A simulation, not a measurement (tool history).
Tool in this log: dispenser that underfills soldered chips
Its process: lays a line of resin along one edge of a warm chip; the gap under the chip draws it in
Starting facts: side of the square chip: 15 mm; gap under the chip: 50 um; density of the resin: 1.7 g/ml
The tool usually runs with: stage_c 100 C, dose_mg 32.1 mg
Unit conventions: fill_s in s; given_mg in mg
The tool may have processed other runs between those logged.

Run 1, day 0: usual settings. Result: fill_s 142.6 s, given_mg 31.33 mg.
Run 2, day 0.458: usual settings but stage_c 111 C. Result: fill_s 143.7 s, given_mg 31.51 mg.
At day 0.546: new syringe of resin.
Run 3, day 0.85: usual settings but stage_c 111 C. Result: fill_s 118.7 s, given_mg 30.92 mg.
At day 1.208: new syringe of resin.
Run 4, day 1.25: usual settings but stage_c 111 C. Result: fill_s 97.8 s, given_mg 30.9 mg.
Run 5, day 1.633: usual settings but stage_c 109 C. Result: fill_s 138.8 s, given_mg 30.68 mg.
At day 1.854: new syringe of resin.
Run 6, day 1.954: usual settings but stage_c 109 C. Result: fill_s 108.8 s, given_mg 30.65 mg.
Run 7, day 2.3: usual settings but stage_c 109 C. Result: fill_s 143.9 s, given_mg 30.46 mg.
At day 2.521: new syringe of resin.
Run 8, day 2.525: usual settings. Result: fill_s 132 s, given_mg 30.33 mg.
Run 9, day 2.808: usual settings. Result: fill_s 165.4 s, given_mg 30.25 mg.
Run 10, day 3.117: usual settings. Result: fill_s 204 s, given_mg 30.02 mg.
At day 3.171: new syringe of resin.
Run 11, day 3.396: usual settings. Result: fill_s 150.8 s, given_mg 29.82 mg.
Run 12, day 3.754: usual settings. Result: fill_s 200.5 s, given_mg 29.84 mg.
At day 3.833: new syringe of resin.
Run 13, day 4.242: usual settings but dose_mg 27.8 mg. Result: fill_s 184.8 s, given_mg 25.56 mg.
At day 4.475: new syringe of resin.
Run 14, day 4.533: usual settings but dose_mg 27.8 mg. Result: fill_s 143.3 s, given_mg 25.39 mg.
Run 15, day 5: usual settings but dose_mg 27.8 mg. Result: fill_s 204.1 s, given_mg 25.1 mg.
At day 5.117: new syringe of resin.
Run 16, day 5.45: usual settings but dose_mg 27.6 mg. Result: fill_s 176.1 s, given_mg 24.93 mg.
Run 17, day 5.721: usual settings but dose_mg 27.6 mg. Result: fill_s 211.1 s, given_mg 24.6 mg.
At day 5.775: new syringe of resin.
Run 18, day 6.167: usual settings. Result: fill_s 179.4 s, given_mg 28.54 mg.
At day 6.229: dispensing valve cleaned and set on the balance.
At day 6.479: new syringe of resin.
Run 19, day 6.683: usual settings but stage_c 87 C, dose_mg 35.6 mg. Result: fill_s 227.8 s, given_mg 35.15 mg.
Run 20, day 6.962: usual settings but stage_c 95 C, dose_mg 32.4 mg. Result: fill_s 216.5 s, given_mg 32.05 mg.
At day 7.125: new syringe of resin.
Run 21, day 7.5: usual settings but stage_c 95 C, dose_mg 32.4 mg. Result: fill_s 203 s, given_mg 31.56 mg.
At day 7.775: new syringe of resin.
Run 22, day 8.012: usual settings but stage_c 86 C, dose_mg 36.6 mg. Result: fill_s 244.8 s, given_mg 35.43 mg.
Run 23, day 8.283: usual settings but stage_c 86 C, dose_mg 36.6 mg. Result: fill_s 303.8 s, given_mg 35.47 mg.

What will run 24 give?
At day 8.442: new syringe of resin.
Run 24, day 8.617: usual settings but stage_c 101 C, dose_mg 31.7 mg. Result: fill_s ?, given_mg ?.

Run 24 measured fill_s 143.5 s, given_mg 30.58 mg.
With no hidden state in the tool, this same run would have given fill_s 130.5 s, given_mg 31.84 mg.
